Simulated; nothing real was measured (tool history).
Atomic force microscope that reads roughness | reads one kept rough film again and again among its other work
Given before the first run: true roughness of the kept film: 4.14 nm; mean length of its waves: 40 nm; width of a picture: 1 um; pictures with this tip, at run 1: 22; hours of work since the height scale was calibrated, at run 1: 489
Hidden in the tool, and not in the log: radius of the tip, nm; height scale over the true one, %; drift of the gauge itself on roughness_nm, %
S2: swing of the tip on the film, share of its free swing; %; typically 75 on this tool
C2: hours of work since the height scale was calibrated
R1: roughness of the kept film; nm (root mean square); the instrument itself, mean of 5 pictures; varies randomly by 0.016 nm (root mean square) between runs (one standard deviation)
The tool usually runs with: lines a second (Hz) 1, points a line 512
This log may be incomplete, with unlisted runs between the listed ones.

Run 1, hour 0: usual settings; pictures with this tip 22; C2 489. Result: R1 3.694 nm (root mean square).
Run 2, hour 31.8: usual settings; pictures with this tip 69; C2 504. Result: R1 3.453 nm (root mean square).
At hour 48: new tip fitted.
Run 3, hour 65.3: usual settings but lines a second (Hz) 0.86; pictures with this tip 26; C2 519. Result: R1 3.687 nm (root mean square).
At hour 106.1: new tip fitted.
Run 4, hour 113: usual settings but lines a second (Hz) 0.86; pictures with this tip 10; C2 541. Result: R1 3.741 nm (root mean square).
Run 5, hour 159.3: usual settings but lines a second (Hz) 0.65; pictures with this tip 79; C2 563. Result: R1 3.445 nm (root mean square).
At hour 165.6: new tip fitted.
Run 6, hour 200.7: usual settings but lines a second (Hz) 0.65; pictures with this tip 52; C2 582. Result: R1 3.582 nm (root mean square).
At hour 223.4: new tip fitted.
Run 7, hour 237.8: usual settings but lines a second (Hz) 0.65; pictures with this tip 21; C2 599. Result: R1 3.755 nm (root mean square).
At hour 281.8: new tip fitted.
Run 8, hour 296.9: usual settings but lines a second (Hz) 0.65; pictures with this tip 22; C2 626. Result: R1 3.741 nm (root mean square).
At hour 339.8: new tip fitted.
Run 9, hour 352.6: usual settings but lines a second (Hz) 0.65, points a line 491; pictures with this tip 19; C2 652. Result: R1 3.771 nm (root mean square).
At hour 397.2: new tip fitted.
Run 10, hour 419.7: usual settings but lines a second (Hz) 0.83, points a line 350; pictures with this tip 33; C2 683. Result: R1 3.659 nm (root mean square).
At hour 457.2: new tip fitted.
Run 11, hour 480.5: usual settings but lines a second (Hz) 0.83, points a line 350; pictures with this tip 35; C2 711. Result: R1 3.637 nm (root mean square).
At hour 516.5: new tip fitted.
Run 12, hour 516.5: usual settings but lines a second (Hz) 0.83, points a line 350; pictures with this tip 0; C2 727. Result: R1 3.836 nm (root mean square).
Run 13, hour 570.2: usual settings but lines a second (Hz) 1.76, S2 81 %, points a line 706; pictures with this tip 80; C2 752. Result: R1 3.281 nm (root mean square).
At hour 575.8: new tip fitted.
At hour 634.6: new tip fitted.
Run 14, hour 635.1: usual settings but lines a second (Hz) 1.24, S2 76 %; pictures with this tip 1; C2 782. Result: R1 3.755 nm (root mean square).
At hour 692.1: new tip fitted.
Run 15, hour 692.1: usual settings but lines a second (Hz) 0.68, S2 76 %, points a line 352; pictures with this tip 0; C2 808. Result: R1 3.823 nm (root mean square).

The same runs without the tool's hidden state, with the same run-to-run variation:
run     R1
  1  3.818
  2  3.832
  3  3.824
  4  3.799
  5  3.867
  6  3.861
  7  3.861
  8  3.867
  9  3.883
 10  3.811
 11  3.813
 12  3.821
 13  3.669
 14  3.762
 15  3.812
